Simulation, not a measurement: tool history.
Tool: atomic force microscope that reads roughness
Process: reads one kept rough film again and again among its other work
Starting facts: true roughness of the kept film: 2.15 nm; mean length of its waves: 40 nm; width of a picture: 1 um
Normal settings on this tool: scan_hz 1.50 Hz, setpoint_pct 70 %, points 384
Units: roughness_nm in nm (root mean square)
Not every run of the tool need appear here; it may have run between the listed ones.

| run | hour | scan_hz | setpoint_pct | points | roughness_nm |
|---|---|---|---|---|---|
| 1 | 0.0 | 1.50 | 70 | 384 | 1.768 |
|  | 33.0 | new tip fitted |
| 2 | 36.3 | 1.50 | 70 | 384 | 1.868 |
| 3 | 95.7 | 1.05 | 70 | 384 | 1.777 |
| 4 | 126.8 | 1.05 | 70 | 384 | 1.722 |
|  | 130.5 | new tip fitted |
| 5 | 182.8 | 1.50 | 70 | 384 | 1.774 |
| 6 | 213.2 | 3.40 | 70 | 384 | 1.570 |
|  | 226.2 | new tip fitted |
| 7 | 268.7 | 3.40 | 70 | 384 | 1.639 |
| 8 | 302.3 | 3.40 | 70 | 333 | 1.570 |
|  | 322.3 | new tip fitted |
| 9 | 363.6 | 1.50 | 70 | 384 | 1.778 |
|  | 421.5 | new tip fitted |
| 10 | 422.2 | 1.50 | 70 | 384 | 1.889 |
| 11 | 479.1 | 1.50 | 70 | 384 | 1.770 |
|  | 519.6 | new tip fitted |
| 12 | 521.1 | 1.50 | 70 | 384 | 1.881 |
|  | 526.7 | height scale calibrated on a step standard |
| 13 | 578.9 | 1.50 | 60 | 384 | 1.863 |
|  | 617.1 | height scale calibrated on a step standard, once more |
|  | 617.6 | new tip fitted |
| 14 | 635.2 | 1.50 | 60 | 384 | 1.893 |
| 15 | 686.5 | 1.50 | 60 | 384 | 1.793 |
|  | 715.6 | new tip fitted |
| 16 | 732.4 | 1.50 | 70 | 482 | 1.854 |
| 17 | 778.6 | 1.82 | 86 | 282 | 1.531 |
| 18 | 804.2 | 1.82 | 86 | 282 | 1.490 |
|  | 811.9 | new tip fitted |
| 19 | 854.9 | 1.82 | 86 | 282 | 1.563 |
| 20 | 887.4 | 1.23 | 71 | 372 | 1.727 |
|  | 907.7 | new tip fitted |
| 21 | 939.4 | 1.23 | 71 | 372 | 1.817 |
| 22 | 996.4 | 1.17 | 59 | 634 | 1.773 |
|  | 1004.2 | new tip fitted |
| 23 | 1041.9 | 1.50 | 70 | 286 | 1.802 |
| 24 | 1070.7 | 1.50 | 70 | 286 | 1.745 |
|  | 1101.1 | new tip fitted |
| 25 | 1131.5 | 1.50 | 85 | 679 | 1.650 |
| 26 | 1178.0 | 1.58 | 70 | 384 | 1.723 |
|  | 1200.5 | new tip fitted |
| 27 | 1225.8 | 0.64 | 65 | 384 | 1.932 |
| 28 | 1267.5 | 1.36 | 60 | 468 | 1.830 |
|  | 1299.3 | new tip fitted |
| 29 | 1319.7 | 0.60 | 79 | 851 | 1.889 |
| 30 | 1379.2 | 3.69 | 69 | 612 | 1.572 |
|  | 1395.8 | new tip fitted |
| 31 | 1412.5 | 3.69 | 69 | 612 | 1.692 |

Forecast each of these 5 alternatives for the next run:
| A | 1447.2 | 1.47 | 70 | 517 | ? |
| B | 1447.2 | 2.01 | 89 | 368 | ? |
| C | 1447.2 | 3.45 | 69 | 612 | ? |
| D | 1447.2 | 3.69 | 69 | 1009 | ? |
| E | 1447.2 | 3.69 | 69 | 592 | ? |

| run | roughness_nm |
|---|---|
| A | 1.786 |
| B | 1.469 |
| C | 1.632 |
| D | 1.601 |
| E | 1.613 |
Stripped of hidden state, with their random variation kept, the same runs would have yielded:
| run | roughness_nm |
|---|---|
| A | 1.877 |
| B | 1.543 |
| C | 1.715 |
| D | 1.682 |
| E | 1.694 |
